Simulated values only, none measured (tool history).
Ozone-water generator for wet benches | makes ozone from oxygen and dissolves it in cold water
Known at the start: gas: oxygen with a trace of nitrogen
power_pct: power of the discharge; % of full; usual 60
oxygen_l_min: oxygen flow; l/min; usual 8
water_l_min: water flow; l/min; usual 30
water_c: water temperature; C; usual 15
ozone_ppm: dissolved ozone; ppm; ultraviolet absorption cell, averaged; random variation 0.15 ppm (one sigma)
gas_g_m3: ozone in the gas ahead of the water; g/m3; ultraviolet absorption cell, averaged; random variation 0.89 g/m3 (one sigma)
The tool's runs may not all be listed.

Run 1, hour 0: usual settings. Result: ozone_ppm 15.9 ppm, gas_g_m3 133.7 g/m3.
Run 2, hour 154.3: usual settings but oxygen_l_min 5.27 l/min. Result: ozone_ppm 14.5 ppm, gas_g_m3 159 g/m3.
Run 3, hour 316.7: usual settings but oxygen_l_min 5.27 l/min. Result: ozone_ppm 14.4 ppm, gas_g_m3 156.9 g/m3.
Run 4, hour 451.8: usual settings but oxygen_l_min 5.27 l/min. Result: ozone_ppm 14.3 ppm, gas_g_m3 157.4 g/m3.
Run 5, hour 566.1: usual settings. Result: ozone_ppm 15.8 ppm, gas_g_m3 130.5 g/m3.
At hour 643.2: water thermometer calibrated.
Run 6, hour 744.2: usual settings. Result: ozone_ppm 15.3 ppm, gas_g_m3 129.7 g/m3.
Run 7, hour 913.6: usual settings. Result: ozone_ppm 15.5 ppm, gas_g_m3 128.4 g/m3.
Run 8, hour 1083.5: usual settings. Result: ozone_ppm 15.2 ppm, gas_g_m3 129.1 g/m3.
Run 9, hour 1240.4: usual settings but water_l_min 45 l/min. Result: ozone_ppm 10.5 ppm, gas_g_m3 128 g/m3.
Run 10, hour 1376.1: usual settings. Result: ozone_ppm 15 ppm, gas_g_m3 127.8 g/m3.
Run 11, hour 1522.9: usual settings. Result: ozone_ppm 15 ppm, gas_g_m3 128 g/m3.
Run 12, hour 1676.1: usual settings. Result: ozone_ppm 14.5 ppm, gas_g_m3 126.9 g/m3.
Run 13, hour 1850.3: usual settings. Result: ozone_ppm 14.6 ppm, gas_g_m3 125.8 g/m3.
Run 14, hour 2020.2: usual settings. Result: ozone_ppm 14.4 ppm, gas_g_m3 124.8 g/m3.
Run 15, hour 2163.3: usual settings. Result: ozone_ppm 14.4 ppm, gas_g_m3 123.6 g/m3.
Run 16, hour 2269.1: usual settings but water_c 14 C. Result: ozone_ppm 14.6 ppm, gas_g_m3 125 g/m3.
Run 17, hour 2449.4: usual settings but oxygen_l_min 11.98 l/min, water_l_min 21 l/min. Result: ozone_ppm 18.9 ppm, gas_g_m3 104.3 g/m3.
Run 18, hour 2546.8: usual settings but water_c 10 C. Result: ozone_ppm 15.3 ppm, gas_g_m3 123.6 g/m3.
Run 19, hour 2646.4: usual settings but water_c 10 C. Result: ozone_ppm 15.1 ppm, gas_g_m3 123.1 g/m3.
Run 20, hour 2759.8: usual settings but oxygen_l_min 5.07 l/min, water_l_min 35 l/min. Result: ozone_ppm 11.2 ppm, gas_g_m3 149.7 g/m3.
At hour 2842.2: contactor cleaned.
Run 21, hour 2876: usual settings but oxygen_l_min 6.74 l/min, water_l_min 35 l/min, water_c 20 C. Result: ozone_ppm 11.8 ppm, gas_g_m3 130.7 g/m3.
Run 22, hour 2952.6: usual settings but power_pct 96 % of full, oxygen_l_min 5.37 l/min, water_l_min 32 l/min, water_c 20 C. Result: ozone_ppm 17.3 ppm, gas_g_m3 207 g/m3.
Run 23, hour 3025.7: usual settings but power_pct 96 % of full, oxygen_l_min 5.37 l/min, water_l_min 32 l/min, water_c 20 C. Result: ozone_ppm 17.1 ppm, gas_g_m3 207.4 g/m3.
Run 24, hour 3144.6: usual settings but water_c 22 C. Result: ozone_ppm 13.1 ppm, gas_g_m3 121.8 g/m3.
Run 25, hour 3320.9: usual settings but water_c 22 C. Result: ozone_ppm 13.1 ppm, gas_g_m3 120.7 g/m3.
Run 26, hour 3497.9: usual settings but power_pct 58 % of full, oxygen_l_min 7.6 l/min, water_l_min 39 l/min, water_c 12 C. Result: ozone_ppm 11.5 ppm, gas_g_m3 119.8 g/m3.
Run 27, hour 3615.3: usual settings but power_pct 58 % of full, oxygen_l_min 7.6 l/min, water_l_min 41 l/min, water_c 12 C. Result: ozone_ppm 11 ppm, gas_g_m3 119.8 g/m3.
Run 28, hour 3732.8: usual settings but oxygen_l_min 6.51 l/min, water_l_min 22 l/min, water_c 19 C. Result: ozone_ppm 16.6 ppm, gas_g_m3 130.8 g/m3.
Run 29, hour 3877.6: usual settings but power_pct 93 % of full, oxygen_l_min 4.67 l/min, water_l_min 42 l/min, water_c 11 C. Result: ozone_ppm 12.8 ppm, gas_g_m3 205.3 g/m3.
Run 30, hour 4014.3: usual settings but power_pct 93 % of full, oxygen_l_min 4.67 l/min, water_l_min 42 l/min, water_c 11 C. Result: ozone_ppm 12.7 ppm, gas_g_m3 203.5 g/m3.
Run 31, hour 4089.5: usual settings but power_pct 93 % of full, oxygen_l_min 8.09 l/min, water_l_min 42 l/min, water_c 11 C. Result: ozone_ppm 15 ppm, gas_g_m3 160.8 g/m3.
Run 32, hour 4204.2: usual settings but power_pct 93 % of full, oxygen_l_min 8.09 l/min, water_l_min 42 l/min, water_c 11 C. Result: ozone_ppm 15 ppm, gas_g_m3 159.3 g/m3.

5 ways to go on from here, each from the tool as it stands after run 32. What would each give?
Run A, hour 4378.1: usual settings but water_l_min 20 l/min, water_c 7 C. Result: ozone_ppm ?, gas_g_m3 ?.
Run B, hour 4378.1: usual settings but power_pct 68 % of full, oxygen_l_min 8.09 l/min, water_l_min 23 l/min, water_c 11 C. Result: ozone_ppm ?, gas_g_m3 ?.
Run C, hour 4378.1: usual settings but power_pct 92 % of full. Result: ozone_ppm ?, gas_g_m3 ?.
Run D, hour 4378.1: usual settings but power_pct 87 % of full, oxygen_l_min 6.31 l/min, water_c 11 C. Result: ozone_ppm ?, gas_g_m3 ?.
Run E, hour 4378.1: usual settings but power_pct 93 % of full, oxygen_l_min 13.33 l/min, water_l_min 42 l/min, water_c 20 C. Result: ozone_ppm ?, gas_g_m3 ?.

run  ozone_ppm  gas_g_m3
  A       21.1     115.9
  B       19.9     125.6
  C       18.8     157.8
  D       18.2     169.2
  E       13.8     128.4
Without the tool's hidden state the same runs would have given:
run  ozone_ppm  gas_g_m3
  A       27.2       147
  B       26.2     163.7
  C       26.7       220
  D       25.5     233.1
  E       19.8     179.2
